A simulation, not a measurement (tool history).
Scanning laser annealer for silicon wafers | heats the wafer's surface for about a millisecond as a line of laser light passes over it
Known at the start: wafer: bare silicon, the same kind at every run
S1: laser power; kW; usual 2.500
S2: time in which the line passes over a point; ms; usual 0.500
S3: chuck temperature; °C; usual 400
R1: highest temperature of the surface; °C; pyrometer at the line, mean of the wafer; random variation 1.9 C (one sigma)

run 1 hour=0.0 | S1=2.500 S2=0.500 S3=400 | R1=1118
-- hour=13.7 window over the wafer cleaned
run 2 hour=66.1 | S1=2.500 S2=0.500 S3=400 | R1=1137
run 3 hour=123.4 | S1=2.500 S2=0.500 S3=400 | R1=1136
run 4 hour=164.9 | S1=2.500 S2=0.500 S3=400 | R1=1135
run 5 hour=228.2 | S1=2.500 S2=0.500 S3=400 | R1=1130
run 6 hour=293.7 | S1=2.500 S2=0.500 S3=400 | R1=1130
run 7 hour=367.8 | S1=2.500 S2=0.500 S3=400 | R1=1127
run 8 hour=433.5 | S1=2.500 S2=0.500 S3=399 | R1=1125
run 9 hour=487.9 | S1=2.500 S2=0.387 S3=399 | R1=1023
run 10 hour=531.4 | S1=2.500 S2=0.387 S3=399 | R1=1021
-- hour=609.1 optics aligned, line set to its width
run 11 hour=613.8 | S1=2.500 S2=0.387 S3=399 | R1=1043
run 12 hour=685.7 | S1=2.500 S2=0.387 S3=399 | R1=1037
run 13 hour=759.8 | S1=2.500 S2=0.387 S3=399 | R1=1038
run 14 hour=810.5 | S1=2.500 S2=0.387 S3=399 | R1=1036
run 15 hour=879.1 | S1=2.500 S2=0.399 S3=399 | R1=1041
run 16 hour=930.4 | S1=2.500 S2=0.399 S3=425 | R1=1068
run 17 hour=974.0 | S1=2.500 S2=0.592 S3=425 | R1=1226
run 18 hour=1024.3 | S1=2.500 S2=0.592 S3=425 | R1=1226
-- hour=1077.6 window over the wafer cleaned
run 19 hour=1094.0 | S1=2.243 S2=0.592 S3=425 | R1=1137
run 20 hour=1130.8 | S1=2.243 S2=0.592 S3=425 | R1=1133
run 21 hour=1185.3 | S1=2.243 S2=0.592 S3=425 | R1=1136
run 22 hour=1257.6 | S1=2.243 S2=0.592 S3=425 | R1=1130
run 23 hour=1305.4 | S1=2.243 S2=0.592 S3=402 | R1=1108
run 24 hour=1377.8 | S1=2.243 S2=0.592 S3=377 | R1=1075
run 25 hour=1452.8 | S1=2.156 S2=0.403 S3=406 | R1=938
run 26 hour=1504.6 | S1=2.156 S2=0.403 S3=406 | R1=937
run 27 hour=1575.2 | S1=2.500 S2=0.500 S3=409 | R1=1138
run 28 hour=1620.6 | S1=2.500 S2=0.618 S3=440 | R1=1259
run 29 hour=1659.9 | S1=2.456 S2=0.563 S3=387 | R1=1141
run 30 hour=1704.2 | S1=2.314 S2=0.500 S3=400 | R1=1050
run 31 hour=1775.0 | S1=2.641 S2=0.500 S3=422 | R1=1199
run 32 hour=1808.2 | S1=2.365 S2=0.500 S3=364 | R1=1029
run 33 hour=1879.9 | S1=2.500 S2=0.403 S3=400 | R1=1031
run 34 hour=1945.0 | S1=2.500 S2=0.459 S3=391 | R1=1072
-- hour=1957.2 optics aligned, line set to its width
run 35 hour=1985.0 | S1=2.248 S2=0.500 S3=376 | R1=1016
run 36 hour=2028.7 | S1=2.248 S2=0.500 S3=376 | R1=1012
run 37 hour=2099.1 | S1=2.246 S2=0.531 S3=430 | R1=1089
run 38 hour=2132.0 | S1=2.405 S2=0.580 S3=390 | R1=1143
-- hour=2140.8 window over the wafer cleaned
run 39 hour=2192.7 | S1=2.405 S2=0.580 S3=390 | R1=1163

The same runs without the tool's hidden state, with the same run-to-run variation:
The hidden state here: light that passes the window, % of a clean one's; laser's true power over the reading, %; width of the line over the set one, %; drift of the gauge itself on peak_c, C.
run=1 R1=1163
run=2 R1=1163
run=3 R1=1164
run=4 R1=1165
run=5 R1=1163
run=6 R1=1165
run=7 R1=1165
run=8 R1=1166
run=9 R1=1060
run=10 R1=1060
run=11 R1=1060
run=12 R1=1056
run=13 R1=1060
run=14 R1=1059
run=15 R1=1068
run=16 R1=1097
run=17 R1=1264
run=18 R1=1266
run=19 R1=1154
run=20 R1=1151
run=21 R1=1156
run=22 R1=1153
run=23 R1=1133
run=24 R1=1103
run=25 R1=961
run=26 R1=962
run=27 R1=1175
run=28 R1=1303
run=29 R1=1183
run=30 R1=1088
run=31 R1=1247
run=32 R1=1072
run=33 R1=1075
run=34 R1=1121
run=35 R1=1040
run=36 R1=1038
run=37 R1=1119
run=38 R1=1178
run=39 R1=1180
